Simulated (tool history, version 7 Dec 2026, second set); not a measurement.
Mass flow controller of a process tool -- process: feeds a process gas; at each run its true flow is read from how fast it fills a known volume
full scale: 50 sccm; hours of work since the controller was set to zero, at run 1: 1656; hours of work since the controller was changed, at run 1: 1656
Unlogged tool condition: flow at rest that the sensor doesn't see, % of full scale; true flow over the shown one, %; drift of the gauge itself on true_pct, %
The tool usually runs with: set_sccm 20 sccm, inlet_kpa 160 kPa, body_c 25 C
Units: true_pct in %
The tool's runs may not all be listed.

run,hour,set_sccm,inlet_kpa,body_c,hours of work since the controller was set to zero,hours of work since the controller was changed,true_pct
1,0,20,160,25,1656,1656,99.49
2,126.1,20,160,25,1743,1743,99.63
3,184,20,160,25,1783,1783,99.66
4,308.4,20,160,25,1869,1869,99.7
5,397.8,20,160,25,1931,1931,99.58
6,515.5,20,160,25,2012,2012,99.85
7,596.5,20,160,25,2068,2068,99.95
8,664.7,20,160,25,2115,2115,99.88
9,774.3,20,160,25,2191,2191,99.95
10,865,20,160,27,2253,2253,100.02

Run 11, settings as shown, results not yet in. Your forecast:
11,980.3,16,160,28,2333,2333,?

Run 11 produced true_pct 100.15 %.
Minus the tool's unlogged condition, the same run would have read true_pct 99.41 %.

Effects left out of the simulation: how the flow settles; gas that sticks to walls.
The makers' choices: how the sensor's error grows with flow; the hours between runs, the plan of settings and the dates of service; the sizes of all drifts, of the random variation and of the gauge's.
